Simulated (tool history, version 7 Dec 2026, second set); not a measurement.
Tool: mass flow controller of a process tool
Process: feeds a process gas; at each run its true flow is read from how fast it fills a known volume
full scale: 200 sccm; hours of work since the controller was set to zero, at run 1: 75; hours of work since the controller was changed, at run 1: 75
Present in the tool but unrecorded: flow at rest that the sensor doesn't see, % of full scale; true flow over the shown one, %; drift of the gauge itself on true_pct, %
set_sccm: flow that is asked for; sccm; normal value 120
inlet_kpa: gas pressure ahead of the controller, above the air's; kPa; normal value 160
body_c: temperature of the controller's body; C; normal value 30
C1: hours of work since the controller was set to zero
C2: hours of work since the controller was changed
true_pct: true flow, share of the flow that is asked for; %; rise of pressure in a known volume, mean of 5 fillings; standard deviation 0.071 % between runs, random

run 1 hour=0.0 | set_sccm=120 inlet_kpa=160 body_c=30 | C1=75 C2=75 | true_pct=99.38
run 2 hour=275.0 | set_sccm=120 inlet_kpa=160 body_c=35 | C1=283 C2=283 | true_pct=99.75
run 3 hour=618.7 | set_sccm=120 inlet_kpa=160 body_c=30 | C1=544 C2=544 | true_pct=99.68
run 4 hour=953.4 | set_sccm=120 inlet_kpa=160 body_c=30 | C1=798 C2=798 | true_pct=99.76
run 5 hour=1320.9 | set_sccm=120 inlet_kpa=160 body_c=30 | C1=1076 C2=1076 | true_pct=99.88
run 6 hour=1712.7 | set_sccm=120 inlet_kpa=160 body_c=30 | C1=1373 C2=1373 | true_pct=99.89
run 7 hour=2132.9 | set_sccm=120 inlet_kpa=160 body_c=30 | C1=1692 C2=1692 | true_pct=99.92
run 8 hour=2548.1 | set_sccm=120 inlet_kpa=160 body_c=30 | C1=2007 C2=2007 | true_pct=100.10
run 9 hour=2815.3 | set_sccm=120 inlet_kpa=160 body_c=34 | C1=2209 C2=2209 | true_pct=100.27
run 10 hour=3091.0 | set_sccm=120 inlet_kpa=160 body_c=34 | C1=2418 C2=2418 | true_pct=100.31
run 11 hour=3506.2 | set_sccm=120 inlet_kpa=160 body_c=34 | C1=2733 C2=2733 | true_pct=100.50
run 12 hour=3830.1 | set_sccm=120 inlet_kpa=160 body_c=34 | C1=2979 C2=2979 | true_pct=100.45
run 13 hour=4082.2 | set_sccm=120 inlet_kpa=160 body_c=34 | C1=3170 C2=3170 | true_pct=100.48
run 14 hour=4459.0 | set_sccm=120 inlet_kpa=160 body_c=34 | C1=3455 C2=3455 | true_pct=100.59
run 15 hour=4835.6 | set_sccm=120 inlet_kpa=160 body_c=34 | C1=3741 C2=3741 | true_pct=100.64
run 16 hour=5177.1 | set_sccm=120 inlet_kpa=160 body_c=21 | C1=4000 C2=4000 | true_pct=100.37
run 17 hour=5457.2 | set_sccm=120 inlet_kpa=160 body_c=30 | C1=4212 C2=4212 | true_pct=100.57
run 18 hour=5666.1 | set_sccm=120 inlet_kpa=160 body_c=23 | C1=4371 C2=4371 | true_pct=100.40
run 19 hour=6056.2 | set_sccm=120 inlet_kpa=160 body_c=23 | C1=4666 C2=4666 | true_pct=100.58
run 20 hour=6451.1 | set_sccm=120 inlet_kpa=160 body_c=23 | C1=4966 C2=4966 | true_pct=100.47
-- hour=6651.6 gauge calibrated
run 21 hour=6679.7 | set_sccm=120 inlet_kpa=160 body_c=29 | C1=5139 C2=5139 | true_pct=99.53
run 22 hour=7084.1 | set_sccm=120 inlet_kpa=160 body_c=29 | C1=5446 C2=5446 | true_pct=99.54
run 23 hour=7445.0 | set_sccm=120 inlet_kpa=160 body_c=29 | C1=5719 C2=5719 | true_pct=99.74
run 24 hour=7686.6 | set_sccm=120 inlet_kpa=160 body_c=30 | C1=5903 C2=5903 | true_pct=99.84
run 25 hour=7983.0 | set_sccm=120 inlet_kpa=160 body_c=30 | C1=6127 C2=6127 | true_pct=99.86
run 26 hour=8292.1 | set_sccm=120 inlet_kpa=160 body_c=30 | C1=6362 C2=6362 | true_pct=99.83
run 27 hour=8654.0 | set_sccm=113 inlet_kpa=144 body_c=32 | C1=6636 C2=6636 | true_pct=99.90
-- hour=8741.4 controller exchanged for a calibrated one
run 28 hour=8828.6 | set_sccm=27 inlet_kpa=204 body_c=38 | C1=66 C2=66 | true_pct=99.70
run 29 hour=9131.5 | set_sccm=36 inlet_kpa=211 body_c=23 | C1=296 C2=296 | true_pct=99.30
run 30 hour=9523.7 | set_sccm=36 inlet_kpa=211 body_c=23 | C1=593 C2=593 | true_pct=99.51
run 31 hour=9834.2 | set_sccm=199 inlet_kpa=239 body_c=30 | C1=829 C2=829 | true_pct=100.81
run 32 hour=10193.3 | set_sccm=53 inlet_kpa=239 body_c=22 | C1=1101 C2=1101 | true_pct=99.80
run 33 hour=10407.6 | set_sccm=46 inlet_kpa=232 body_c=30 | C1=1263 C2=1263 | true_pct=99.89
run 34 hour=10785.7 | set_sccm=23 inlet_kpa=254 body_c=30 | C1=1550 C2=1550 | true_pct=100.04
run 35 hour=10970.0 | set_sccm=195 inlet_kpa=160 body_c=30 | C1=1690 C2=1690 | true_pct=100.94
run 36 hour=11285.5 | set_sccm=195 inlet_kpa=160 body_c=30 | C1=1929 C2=1929 | true_pct=100.88
run 37 hour=11481.3 | set_sccm=195 inlet_kpa=160 body_c=27 | C1=2077 C2=2077 | true_pct=100.88
run 38 hour=11693.8 | set_sccm=64 inlet_kpa=273 body_c=30 | C1=2239 C2=2239 | true_pct=100.43
run 39 hour=12068.5 | set_sccm=62 inlet_kpa=160 body_c=29 | C1=2523 C2=2523 | true_pct=100.25
run 40 hour=12255.8 | set_sccm=62 inlet_kpa=160 body_c=29 | C1=2665 C2=2665 | true_pct=100.17
run 41 hour=12657.7 | set_sccm=62 inlet_kpa=160 body_c=29 | C1=2969 C2=2969 | true_pct=100.30
run 42 hour=12957.9 | set_sccm=120 inlet_kpa=201 body_c=30 | C1=3197 C2=3197 | true_pct=100.94
run 43 hour=13295.2 | set_sccm=120 inlet_kpa=201 body_c=30 | C1=3453 C2=3453 | true_pct=100.97
run 44 hour=13620.6 | set_sccm=120 inlet_kpa=234 body_c=30 | C1=3699 C2=3699 | true_pct=101.26
run 45 hour=13863.8 | set_sccm=70 inlet_kpa=160 body_c=27 | C1=3884 C2=3884 | true_pct=100.53
run 46 hour=14067.6 | set_sccm=34 inlet_kpa=160 body_c=30 | C1=4038 C2=4038 | true_pct=100.42
-- hour=14304.2 gauge calibrated
run 47 hour=14313.8 | set_sccm=28 inlet_kpa=160 body_c=21 | C1=4225 C2=4225 | true_pct=98.63
run 48 hour=14548.6 | set_sccm=115 inlet_kpa=270 body_c=33 | C1=4403 C2=4403 | true_pct=99.87

What if the next run were any one of these 3? Each begins from the tool's condition after run 48:
run A hour=14965.7 | set_sccm=45 inlet_kpa=222 body_c=38 | C1=4719 C2=4719 | true_pct=?
run B hour=14965.7 | set_sccm=22 inlet_kpa=204 body_c=33 | C1=4719 C2=4719 | true_pct=?
run C hour=14965.7 | set_sccm=139 inlet_kpa=257 body_c=37 | C1=4719 C2=4719 | true_pct=?

run=A true_pct=99.58
run=B true_pct=99.21
run=C true_pct=100.35
Stripped of hidden state, with their random variation kept, the same runs would have yielded:
run=A true_pct=99.46
run=B true_pct=99.10
run=C true_pct=100.23

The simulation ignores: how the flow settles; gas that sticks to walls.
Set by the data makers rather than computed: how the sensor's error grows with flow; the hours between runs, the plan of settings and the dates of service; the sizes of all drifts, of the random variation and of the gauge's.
